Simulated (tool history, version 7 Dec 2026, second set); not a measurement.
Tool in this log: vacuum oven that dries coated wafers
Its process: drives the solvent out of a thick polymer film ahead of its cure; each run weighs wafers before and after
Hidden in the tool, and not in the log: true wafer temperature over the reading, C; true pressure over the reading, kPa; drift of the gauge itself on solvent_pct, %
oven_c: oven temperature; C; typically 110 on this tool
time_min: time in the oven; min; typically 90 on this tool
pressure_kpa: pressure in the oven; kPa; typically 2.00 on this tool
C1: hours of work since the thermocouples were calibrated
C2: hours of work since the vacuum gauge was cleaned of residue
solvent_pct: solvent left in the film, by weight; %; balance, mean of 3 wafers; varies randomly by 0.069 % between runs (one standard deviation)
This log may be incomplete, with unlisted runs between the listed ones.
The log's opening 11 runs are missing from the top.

{"run": 12, "hour": 97.8, "oven_c": 110, "time_min": 90, "pressure_kpa": 2.0, "C1": 228, "C2": 194, "solvent_pct": 5.09}
{"run": 13, "hour": 103.6, "oven_c": 110, "time_min": 90, "pressure_kpa": 3.59, "C1": 231, "C2": 197, "solvent_pct": 8.08}
{"run": 14, "hour": 112.1, "oven_c": 110, "time_min": 90, "pressure_kpa": 1.96, "C1": 235, "C2": 202, "solvent_pct": 5.11}
{"run": 15, "hour": 118.6, "oven_c": 110, "time_min": 90, "pressure_kpa": 1.96, "C1": 239, "C2": 205, "solvent_pct": 5.05}
{"run": 16, "hour": 125.3, "oven_c": 110, "time_min": 90, "pressure_kpa": 2.0, "C1": 242, "C2": 209, "solvent_pct": 5.18}
{"run": 17, "hour": 133.2, "oven_c": 110, "time_min": 59, "pressure_kpa": 2.0, "C1": 246, "C2": 213, "solvent_pct": 6.78}
{"run": 18, "hour": 138.8, "oven_c": 110, "time_min": 59, "pressure_kpa": 2.0, "C1": 249, "C2": 216, "solvent_pct": 6.8}
{"run": 19, "hour": 146.3, "oven_c": 125, "time_min": 59, "pressure_kpa": 2.39, "C1": 253, "C2": 220, "solvent_pct": 3.46}
{"run": 20, "hour": 157.9, "oven_c": 125, "time_min": 59, "pressure_kpa": 2.39, "C1": 259, "C2": 226, "solvent_pct": 3.5}
{"run": 21, "hour": 166.1, "oven_c": 125, "time_min": 59, "pressure_kpa": 2.39, "C1": 264, "C2": 230, "solvent_pct": 3.46}
{"run": 22, "hour": 173.0, "oven_c": 110, "time_min": 57, "pressure_kpa": 2.0, "C1": 267, "C2": 234, "solvent_pct": 6.98}
{"run": 23, "hour": 180.4, "oven_c": 110, "time_min": 120, "pressure_kpa": 2.0, "C1": 271, "C2": 238, "solvent_pct": 4.45}
{"run": 24, "hour": 185.7, "oven_c": 119, "time_min": 90, "pressure_kpa": 1.33, "C1": 274, "C2": 240, "solvent_pct": 2.34}
{"run": 25, "hour": 197.5, "oven_c": 119, "time_min": 90, "pressure_kpa": 1.33, "C1": 280, "C2": 247, "solvent_pct": 2.41}
{"run": 26, "hour": 208.7, "oven_c": 112, "time_min": 84, "pressure_kpa": 2.78, "C1": 286, "C2": 252, "solvent_pct": 6.22}
{"run": 27, "hour": 216.2, "oven_c": 99, "time_min": 130, "pressure_kpa": 1.23, "C1": 290, "C2": 256, "solvent_pct": 5.46}
{"run": 28, "hour": 226.8, "oven_c": 110, "time_min": 103, "pressure_kpa": 2.0, "C1": 296, "C2": 262, "solvent_pct": 4.71}
{"run": 29, "hour": 236.1, "oven_c": 110, "time_min": 103, "pressure_kpa": 2.0, "C1": 300, "C2": 267, "solvent_pct": 4.84}
{"run": 30, "hour": 246.4, "oven_c": 122, "time_min": 90, "pressure_kpa": 4.5, "C1": 306, "C2": 272, "solvent_pct": 6.11}
{"run": 31, "hour": 256.6, "oven_c": 100, "time_min": 90, "pressure_kpa": 2.0, "C1": 311, "C2": 278, "solvent_pct": 8.55}

5 options for the next run, each taken on its own from the tool as it stands now. Forecast them:
{"run": "A", "hour": 262.6, "oven_c": 110, "time_min": 90, "pressure_kpa": 1.99, "C1": 314, "C2": 281, "solvent_pct": "?"}
{"run": "B", "hour": 262.6, "oven_c": 100, "time_min": 109, "pressure_kpa": 5.97, "C1": 314, "C2": 281, "solvent_pct": "?"}
{"run": "C", "hour": 262.6, "oven_c": 99, "time_min": 77, "pressure_kpa": 1.77, "C1": 314, "C2": 281, "solvent_pct": "?"}
{"run": "D", "hour": 262.6, "oven_c": 121, "time_min": 126, "pressure_kpa": 5.13, "C1": 314, "C2": 281, "solvent_pct": "?"}
{"run": "E", "hour": 262.6, "oven_c": 110, "time_min": 46, "pressure_kpa": 1.66, "C1": 314, "C2": 281, "solvent_pct": "?"}

run=A solvent_pct=5.10
run=B solvent_pct=17.55
run=C solvent_pct=9.21
run=D solvent_pct=7.09
run=E solvent_pct=7.80
Stripped of hidden state, with their random variation kept, the same runs would have yielded:
run=A solvent_pct=4.73
run=B solvent_pct=16.92
run=C solvent_pct=8.71
run=D solvent_pct=6.80
run=E solvent_pct=7.42
